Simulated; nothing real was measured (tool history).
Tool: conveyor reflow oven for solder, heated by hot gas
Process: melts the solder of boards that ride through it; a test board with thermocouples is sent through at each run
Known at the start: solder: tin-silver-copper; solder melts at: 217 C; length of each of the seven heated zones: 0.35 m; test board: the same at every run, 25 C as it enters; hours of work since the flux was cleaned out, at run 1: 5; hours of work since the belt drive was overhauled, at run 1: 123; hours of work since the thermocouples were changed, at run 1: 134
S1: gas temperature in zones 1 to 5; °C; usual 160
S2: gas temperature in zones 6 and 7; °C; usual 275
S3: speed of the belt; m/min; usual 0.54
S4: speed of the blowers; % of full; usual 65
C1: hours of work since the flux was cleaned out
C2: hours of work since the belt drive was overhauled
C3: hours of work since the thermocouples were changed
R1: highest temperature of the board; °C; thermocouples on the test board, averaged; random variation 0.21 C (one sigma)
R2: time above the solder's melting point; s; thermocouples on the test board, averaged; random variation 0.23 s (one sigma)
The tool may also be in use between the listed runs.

run   hour   S1   S2     S3  S4   C1   C2   C3     R1    R2
  1      0  160  275   0.54  65    5  123  134  251.8  52.5
  2    7.9  160  275  0.583  65    9  127  138    249  45.6
  3   18.5  160  275  0.583  65   14  132  143  248.6  45.1
  4   32.2  160  275  0.583  65   21  139  150  248.7  45.3
  5   45.2  160  275   0.54  65   27  145  156  251.9    52
  6   51.6  160  275  0.461  65   31  148  159    258  67.6
  7   63.9  160  275  0.461  65   37  154  165  258.2  67.7
  8   79.7  160  275  0.461  65   44  162  173    258  67.7
  9   89.7  160  285  0.461  65   49  167  178  267.4  73.5
 10   97.5  160  275   0.54  65   53  171  181  251.8  52.8
 11  108.9  160  275   0.54  65   59  176  187  251.9  52.3
 12  123.4  166  275   0.54  65   66  183  194  253.2  55.1
 13  132.5  166  275   0.54  65   70  188  199  253.2    55
 14  143.7  166  275   0.54  65   76  193  204  253.3  55.1
 15  152.7  166  275   0.54  65   80  198  208  253.3  55.3
 16  162.2  160  282  0.622  65   85  202  213  251.5  43.9
 17  172.4  165  271   0.54  65   90  207  218  249.5  52.1
 18  179.7  165  271   0.54  65   93  211  222  249.8  52.4
 19  189.9  165  271   0.54  65   98  216  227  249.3  52.2
 20    201  165  271   0.54  65  104  221  232  249.7  51.9
 21  212.8  160  267   0.54  82  109  227  238  250.3  53.3
 22  224.3  160  273  0.456  82  115  233  243  261.3  72.6
 23  235.5  160  273  0.456  82  120  238  249  261.7  72.6
 24  244.6  160  273  0.456  82  125  242  253  261.5  72.5
 25  258.1  160  273  0.456  82  132  249  260  261.9  72.8
 26  270.4  158  273  0.635  82  138  255  266    250  42.4
 27  282.5  158  273  0.635  82  143  261  272  249.6  42.2
 28  295.8  158  279  0.635  58  150  268  278  243.2  35.2
 29  302.6  158  279  0.614  70  153  271  282  251.5  44.4
 30  317.8  167  279  0.614  50  161  278  289  242.5  37.9

Forecast each of these 4 alternatives for the next run:
  A  328.5  153  279  0.554  76  166  284  294   ?   ?
  B  328.5  160  283  0.482  57  166  284  294   ?   ?
  C  328.5  159  264  0.614  52  166  284  294   ?   ?
  D  328.5  160  268  0.577  55  166  284  294   ?   ?

run     R1    R2
  A  257.4  53.6
  B  259.9  65.5
  C  230.2  21.5
  D  238.1  34.5
Without the tool's hidden state the same runs would have given:
run     R1    R2
  A  257.4  53.7
  B  259.9  65.5
  C  230.2  21.6
  D  238.1  34.5
